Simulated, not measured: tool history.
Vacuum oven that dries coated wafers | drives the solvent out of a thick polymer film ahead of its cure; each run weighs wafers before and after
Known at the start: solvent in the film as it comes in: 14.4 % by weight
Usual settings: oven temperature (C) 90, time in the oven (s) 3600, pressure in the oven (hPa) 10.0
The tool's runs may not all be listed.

Run 1, hour 0.0: usual settings. Result: solvent left in the film (%) 1.92.
Run 2, hour 34.6: usual settings. Result: solvent left in the film (%) 1.90.
Run 3, hour 61.8: usual settings but pressure in the oven (hPa) 14.4. Result: solvent left in the film (%) 2.14.
Run 4, hour 110.5: usual settings. Result: solvent left in the film (%) 1.90.
Run 5, hour 151.7: usual settings. Result: solvent left in the film (%) 1.84.
Run 6, hour 194.1: usual settings. Result: solvent left in the film (%) 1.95.
Run 7, hour 242.8: usual settings. Result: solvent left in the film (%) 1.94.
Run 8, hour 271.1: usual settings. Result: solvent left in the film (%) 1.95.
Run 9, hour 319.9: usual settings. Result: solvent left in the film (%) 1.93.
Run 10, hour 355.4: usual settings but pressure in the oven (hPa) 15.2. Result: solvent left in the film (%) 2.26.
Run 11, hour 385.0: usual settings but pressure in the oven (hPa) 15.2. Result: solvent left in the film (%) 2.23.
Run 12, hour 433.2: usual settings but oven temperature (C) 88. Result: solvent left in the film (%) 2.19.
Run 13, hour 474.3: usual settings but oven temperature (C) 88. Result: solvent left in the film (%) 2.11.
Run 14, hour 514.5: usual settings but oven temperature (C) 88. Result: solvent left in the film (%) 2.18.
Run 15, hour 565.4: usual settings but oven temperature (C) 88. Result: solvent left in the film (%) 2.18.
Run 16, hour 596.9: usual settings but time in the oven (s) 2040. Result: solvent left in the film (%) 3.74.
Run 17, hour 639.3: usual settings. Result: solvent left in the film (%) 1.88.
Run 18, hour 684.4: usual settings. Result: solvent left in the film (%) 1.93.
Run 19, hour 707.5: usual settings but time in the oven (s) 3780. Result: solvent left in the film (%) 1.79.
Run 20, hour 735.6: usual settings but time in the oven (s) 2520. Result: solvent left in the film (%) 3.08.
Run 21, hour 761.2: usual settings. Result: solvent left in the film (%) 1.91.
Run 22, hour 797.0: usual settings. Result: solvent left in the film (%) 1.88.
Run 23, hour 823.9: usual settings but oven temperature (C) 82. Result: solvent left in the film (%) 3.26.
Run 24, hour 871.4: usual settings but oven temperature (C) 82. Result: solvent left in the film (%) 3.20.
Run 25, hour 919.5: usual settings but oven temperature (C) 82. Result: solvent left in the film (%) 3.26.
Run 26, hour 960.4: usual settings but oven temperature (C) 104, time in the oven (s) 4140. Result: solvent left in the film (%) 0.60.
Run 27, hour 991.9: usual settings but oven temperature (C) 104, time in the oven (s) 3180, pressure in the oven (hPa) 37.6. Result: solvent left in the film (%) 2.03.
Run 28, hour 1015.6: usual settings but oven temperature (C) 104, time in the oven (s) 3180, pressure in the oven (hPa) 37.6. Result: solvent left in the film (%) 1.98.
Run 29, hour 1060.9: usual settings but time in the oven (s) 4560, pressure in the oven (hPa) 35.4. Result: solvent left in the film (%) 3.22.
Run 30, hour 1105.4: usual settings but oven temperature (C) 88, pressure in the oven (hPa) 28.5. Result: solvent left in the film (%) 3.53.
Run 31, hour 1130.9: usual settings but oven temperature (C) 83, pressure in the oven (hPa) 38.7. Result: solvent left in the film (%) 5.50.
Run 32, hour 1159.6: usual settings but oven temperature (C) 84, time in the oven (s) 4260, pressure in the oven (hPa) 19.4. Result: solvent left in the film (%) 3.20.
Run 33, hour 1208.9: usual settings but oven temperature (C) 104, pressure in the oven (hPa) 11.8. Result: solvent left in the film (%) 0.76.
Run 34, hour 1238.7: usual settings but oven temperature (C) 92, pressure in the oven (hPa) 19.4. Result: solvent left in the film (%) 2.23.
Run 35, hour 1272.9: usual settings but oven temperature (C) 92, pressure in the oven (hPa) 19.4. Result: solvent left in the film (%) 2.35.
At hour 1278.2: oven's thermocouples calibrated.
Run 36, hour 1302.6: usual settings but oven temperature (C) 92, pressure in the oven (hPa) 19.4. Result: solvent left in the film (%) 2.28.
Run 37, hour 1347.8: usual settings but oven temperature (C) 92, pressure in the oven (hPa) 19.4. Result: solvent left in the film (%) 2.22.
Run 38, hour 1379.3: usual settings but oven temperature (C) 97, time in the oven (s) 5760, pressure in the oven (hPa) 19.4. Result: solvent left in the film (%) 1.23.
Run 39, hour 1417.2: usual settings but time in the oven (s) 3960, pressure in the oven (hPa) 30.5. Result: solvent left in the film (%) 3.15.
Run 40, hour 1448.2: usual settings but oven temperature (C) 88, time in the oven (s) 3960, pressure in the oven (hPa) 30.5. Result: solvent left in the film (%) 3.53.
Run 41, hour 1500.4: usual settings but oven temperature (C) 76, time in the oven (s) 2940, pressure in the oven (hPa) 9.9. Result: solvent left in the film (%) 5.17.
Run 42, hour 1551.9: usual settings but oven temperature (C) 84, time in the oven (s) 2940, pressure in the oven (hPa) 9.9. Result: solvent left in the film (%) 3.52.
Run 43, hour 1595.1: usual settings but oven temperature (C) 98, time in the oven (s) 3900, pressure in the oven (hPa) 5.6. Result: solvent left in the film (%) 0.68.
Run 44, hour 1626.6: usual settings but oven temperature (C) 76, time in the oven (s) 2700, pressure in the oven (hPa) 7.9. Result: solvent left in the film (%) 5.36.
Run 45, hour 1658.5: usual settings but oven temperature (C) 76, time in the oven (s) 5760, pressure in the oven (hPa) 32.8. Result: solvent left in the film (%) 5.54.
Run 46, hour 1691.4: usual settings but oven temperature (C) 76, time in the oven (s) 5760, pressure in the oven (hPa) 32.8. Result: solvent left in the film (%) 5.51.
Run 47, hour 1743.0: usual settings but time in the oven (s) 2040, pressure in the oven (hPa) 13.0. Result: solvent left in the film (%) 3.96.

3 ways to go on from here, each from the tool as it stands after run 47. What would each give?
Run A, hour 1783.9: usual settings but oven temperature (C) 94, time in the oven (s) 2820, pressure in the oven (hPa) 12.1. Result: solvent left in the film (%) ?.
Run B, hour 1783.9: usual settings but time in the oven (s) 6360, pressure in the oven (hPa) 13.0. Result: solvent left in the film (%) ?.
Run C, hour 1783.9: usual settings but pressure in the oven (hPa) 25.2. Result: solvent left in the film (%) ?.

run  solvent left in the film (%)
  A                          2.18
  B                          1.19
  C                          3.00
Without the tool's hidden state the same runs would have given:
run  solvent left in the film (%)
  A                          2.17
  B                          1.19
  C                          3.00

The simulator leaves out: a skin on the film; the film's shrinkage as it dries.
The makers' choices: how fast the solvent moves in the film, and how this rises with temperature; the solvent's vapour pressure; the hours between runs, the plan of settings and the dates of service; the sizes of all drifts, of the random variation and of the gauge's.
